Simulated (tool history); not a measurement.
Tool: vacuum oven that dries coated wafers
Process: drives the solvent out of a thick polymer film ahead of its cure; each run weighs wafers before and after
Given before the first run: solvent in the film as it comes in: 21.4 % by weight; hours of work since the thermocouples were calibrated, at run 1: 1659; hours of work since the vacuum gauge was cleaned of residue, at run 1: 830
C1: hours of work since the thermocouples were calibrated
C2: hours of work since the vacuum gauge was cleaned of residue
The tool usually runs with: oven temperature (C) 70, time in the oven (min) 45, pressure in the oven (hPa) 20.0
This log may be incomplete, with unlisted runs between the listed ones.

run 1 hour=0.0 | oven_temperature_(C)=70 time_in_the_oven_(min)=45 pressure_in_the_oven_(hPa)=20.0 | C1=1659 C2=830 | solvent_left_in_the_film_(%)=6.88
run 2 hour=16.0 | oven_temperature_(C)=70 time_in_the_oven_(min)=45 pressure_in_the_oven_(hPa)=20.0 | C1=1669 C2=840 | solvent_left_in_the_film_(%)=6.87
run 3 hour=36.4 | oven_temperature_(C)=70 time_in_the_oven_(min)=45 pressure_in_the_oven_(hPa)=20.0 | C1=1681 C2=853 | solvent_left_in_the_film_(%)=6.93
run 4 hour=73.3 | oven_temperature_(C)=70 time_in_the_oven_(min)=45 pressure_in_the_oven_(hPa)=20.0 | C1=1704 C2=875 | solvent_left_in_the_film_(%)=6.95
-- hour=100.6 oven's thermocouples calibrated
run 5 hour=111.7 | oven_temperature_(C)=70 time_in_the_oven_(min)=45 pressure_in_the_oven_(hPa)=20.0 | C1=7 C2=898 | solvent_left_in_the_film_(%)=5.71
run 6 hour=128.3 | oven_temperature_(C)=70 time_in_the_oven_(min)=45 pressure_in_the_oven_(hPa)=20.0 | C1=17 C2=908 | solvent_left_in_the_film_(%)=5.77
run 7 hour=153.1 | oven_temperature_(C)=82 time_in_the_oven_(min)=45 pressure_in_the_oven_(hPa)=20.0 | C1=32 C2=923 | solvent_left_in_the_film_(%)=2.78
run 8 hour=176.2 | oven_temperature_(C)=78 time_in_the_oven_(min)=45 pressure_in_the_oven_(hPa)=43.2 | C1=47 C2=938 | solvent_left_in_the_film_(%)=6.25
run 9 hour=208.8 | oven_temperature_(C)=62 time_in_the_oven_(min)=61 pressure_in_the_oven_(hPa)=57.7 | C1=67 C2=958 | solvent_left_in_the_film_(%)=15.54
run 10 hour=228.4 | oven_temperature_(C)=70 time_in_the_oven_(min)=45 pressure_in_the_oven_(hPa)=13.4 | C1=79 C2=970 | solvent_left_in_the_film_(%)=4.77
run 11 hour=254.5 | oven_temperature_(C)=81 time_in_the_oven_(min)=30 pressure_in_the_oven_(hPa)=49.3 | C1=95 C2=986 | solvent_left_in_the_film_(%)=6.83
run 12 hour=270.6 | oven_temperature_(C)=60 time_in_the_oven_(min)=59 pressure_in_the_oven_(hPa)=20.0 | C1=105 C2=996 | solvent_left_in_the_film_(%)=8.97

Here are 4 independent what-if runs from the current tool condition. What would each one return?
run A hour=286.6 | oven_temperature_(C)=58 time_in_the_oven_(min)=59 pressure_in_the_oven_(hPa)=22.9 | C1=115 C2=1006 | solvent_left_in_the_film_(%)=?
run B hour=286.6 | oven_temperature_(C)=58 time_in_the_oven_(min)=59 pressure_in_the_oven_(hPa)=25.8 | C1=115 C2=1006 | solvent_left_in_the_film_(%)=?
run C hour=286.6 | oven_temperature_(C)=66 time_in_the_oven_(min)=25 pressure_in_the_oven_(hPa)=20.0 | C1=115 C2=1006 | solvent_left_in_the_film_(%)=?
run D hour=286.6 | oven_temperature_(C)=70 time_in_the_oven_(min)=72 pressure_in_the_oven_(hPa)=13.8 | C1=115 C2=1006 | solvent_left_in_the_film_(%)=?

run=A solvent_left_in_the_film_(%)=10.57
run=B solvent_left_in_the_film_(%)=11.53
run=C solvent_left_in_the_film_(%)=9.99
run=D solvent_left_in_the_film_(%)=3.67
What these runs would have given with no unlogged condition in the tool:
run=A solvent_left_in_the_film_(%)=9.55
run=B solvent_left_in_the_film_(%)=10.51
run=C solvent_left_in_the_film_(%)=9.41
run=D solvent_left_in_the_film_(%)=2.93
